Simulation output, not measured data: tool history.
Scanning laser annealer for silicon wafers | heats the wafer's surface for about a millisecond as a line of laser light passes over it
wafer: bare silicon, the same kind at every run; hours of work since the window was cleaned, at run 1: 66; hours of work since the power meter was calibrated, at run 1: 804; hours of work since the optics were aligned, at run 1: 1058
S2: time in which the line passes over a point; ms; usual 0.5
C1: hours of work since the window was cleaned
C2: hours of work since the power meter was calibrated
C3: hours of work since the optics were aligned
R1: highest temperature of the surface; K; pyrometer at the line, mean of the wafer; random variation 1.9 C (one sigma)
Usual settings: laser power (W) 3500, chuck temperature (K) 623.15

{"run": 1, "hour": 0.0, "laser power (W)": 3500, "S2": 0.5, "chuck temperature (K)": 623.15, "C1": 66, "C2": 804, "C3": 1058, "R1": 1430.15}
{"run": 2, "hour": 19.0, "laser power (W)": 3199, "S2": 0.5, "chuck temperature (K)": 623.15, "C1": 78, "C2": 816, "C3": 1070, "R1": 1354.15}
{"run": 3, "hour": 54.4, "laser power (W)": 3199, "S2": 0.5, "chuck temperature (K)": 623.15, "C1": 101, "C2": 838, "C3": 1092, "R1": 1347.15}
{"run": 4, "hour": 89.4, "laser power (W)": 3500, "S2": 0.381, "chuck temperature (K)": 623.15, "C1": 123, "C2": 860, "C3": 1114, "R1": 1326.15}
{"run": 5, "hour": 108.5, "laser power (W)": 3500, "S2": 0.381, "chuck temperature (K)": 584.15, "C1": 135, "C2": 872, "C3": 1126, "R1": 1283.15}
{"run": 6, "hour": 143.9, "laser power (W)": 3500, "S2": 0.381, "chuck temperature (K)": 584.15, "C1": 157, "C2": 895, "C3": 1148, "R1": 1288.15}
{"run": 7, "hour": 168.0, "laser power (W)": 3517, "S2": 0.5, "chuck temperature (K)": 623.15, "C1": 172, "C2": 910, "C3": 1164, "R1": 1427.15}
{"run": 8, "hour": 191.4, "laser power (W)": 3517, "S2": 0.5, "chuck temperature (K)": 623.15, "C1": 187, "C2": 925, "C3": 1178, "R1": 1428.15}
{"run": 9, "hour": 214.1, "laser power (W)": 3517, "S2": 0.5, "chuck temperature (K)": 623.15, "C1": 201, "C2": 939, "C3": 1193, "R1": 1420.15}
{"run": 10, "hour": 255.8, "laser power (W)": 3517, "S2": 0.5, "chuck temperature (K)": 623.15, "C1": 227, "C2": 965, "C3": 1219, "R1": 1421.15}
{"run": 11, "hour": 294.7, "laser power (W)": 3500, "S2": 0.5, "chuck temperature (K)": 623.15, "C1": 252, "C2": 990, "C3": 1243, "R1": 1415.15}
{"run": 12, "hour": 313.9, "laser power (W)": 3500, "S2": 0.57, "chuck temperature (K)": 623.15, "C1": 264, "C2": 1002, "C3": 1255, "R1": 1467.15}
{"run": 13, "hour": 333.9, "laser power (W)": 3500, "S2": 0.5, "chuck temperature (K)": 623.15, "C1": 277, "C2": 1014, "C3": 1268, "R1": 1411.15}
{"run": 14, "hour": 353.5, "laser power (W)": 3500, "S2": 0.375, "chuck temperature (K)": 623.15, "C1": 289, "C2": 1027, "C3": 1280, "R1": 1310.15}
{"run": 15, "hour": 371.2, "laser power (W)": 3500, "S2": 0.375, "chuck temperature (K)": 623.15, "C1": 300, "C2": 1038, "C3": 1292, "R1": 1308.15}
{"run": 16, "hour": 405.9, "laser power (W)": 3369, "S2": 0.478, "chuck temperature (K)": 623.15, "C1": 322, "C2": 1060, "C3": 1313, "R1": 1359.15}
{"hour": 412.9, "done": "optics aligned, line set to its width"}
{"run": 17, "hour": 428.7, "laser power (W)": 3369, "S2": 0.478, "chuck temperature (K)": 623.15, "C1": 333, "C2": 1071, "C3": 10, "R1": 1355.15}
{"run": 18, "hour": 453.2, "laser power (W)": 3369, "S2": 0.478, "chuck temperature (K)": 623.15, "C1": 349, "C2": 1086, "C3": 25, "R1": 1354.15}
{"run": 19, "hour": 478.7, "laser power (W)": 3369, "S2": 0.478, "chuck temperature (K)": 623.15, "C1": 365, "C2": 1102, "C3": 41, "R1": 1352.15}
{"run": 20, "hour": 517.3, "laser power (W)": 3832, "S2": 0.378, "chuck temperature (K)": 629.15, "C1": 389, "C2": 1127, "C3": 66, "R1": 1383.15}
{"run": 21, "hour": 543.7, "laser power (W)": 3467, "S2": 0.5, "chuck temperature (K)": 594.15, "C1": 406, "C2": 1143, "C3": 82, "R1": 1364.15}
{"hour": 575.8, "done": "optics aligned, line set to its width, once more"}
{"run": 22, "hour": 584.5, "laser power (W)": 3681, "S2": 0.357, "chuck temperature (K)": 658.15, "C1": 428, "C2": 1166, "C3": 5, "R1": 1366.15}
{"run": 23, "hour": 604.7, "laser power (W)": 3681, "S2": 0.357, "chuck temperature (K)": 658.15, "C1": 441, "C2": 1179, "C3": 18, "R1": 1367.15}
{"run": 24, "hour": 640.5, "laser power (W)": 3500, "S2": 0.527, "chuck temperature (K)": 644.15, "C1": 463, "C2": 1201, "C3": 41, "R1": 1450.15}
{"run": 25, "hour": 657.8, "laser power (W)": 3500, "S2": 0.614, "chuck temperature (K)": 616.15, "C1": 474, "C2": 1212, "C3": 52, "R1": 1486.15}
{"run": 26, "hour": 675.3, "laser power (W)": 3500, "S2": 0.614, "chuck temperature (K)": 616.15, "C1": 485, "C2": 1223, "C3": 63, "R1": 1483.15}

Forecast each of these 3 alternatives for the next run:
{"run": "A", "hour": 705.3, "laser power (W)": 3500, "S2": 0.444, "chuck temperature (K)": 587.15, "C1": 504, "C2": 1242, "C3": 82, "R1": "?"}
{"run": "B", "hour": 705.3, "laser power (W)": 3107, "S2": 0.449, "chuck temperature (K)": 621.15, "C1": 504, "C2": 1242, "C3": 82, "R1": "?"}
{"run": "C", "hour": 705.3, "laser power (W)": 3500, "S2": 0.555, "chuck temperature (K)": 616.15, "C1": 504, "C2": 1242, "C3": 82, "R1": "?"}

run=A R1=1326.15
run=B R1=1267.15
run=C R1=1442.15
Without the tool's hidden state the same runs would have given:
run=A R1=1371.15
run=B R1=1307.15
run=C R1=1492.15

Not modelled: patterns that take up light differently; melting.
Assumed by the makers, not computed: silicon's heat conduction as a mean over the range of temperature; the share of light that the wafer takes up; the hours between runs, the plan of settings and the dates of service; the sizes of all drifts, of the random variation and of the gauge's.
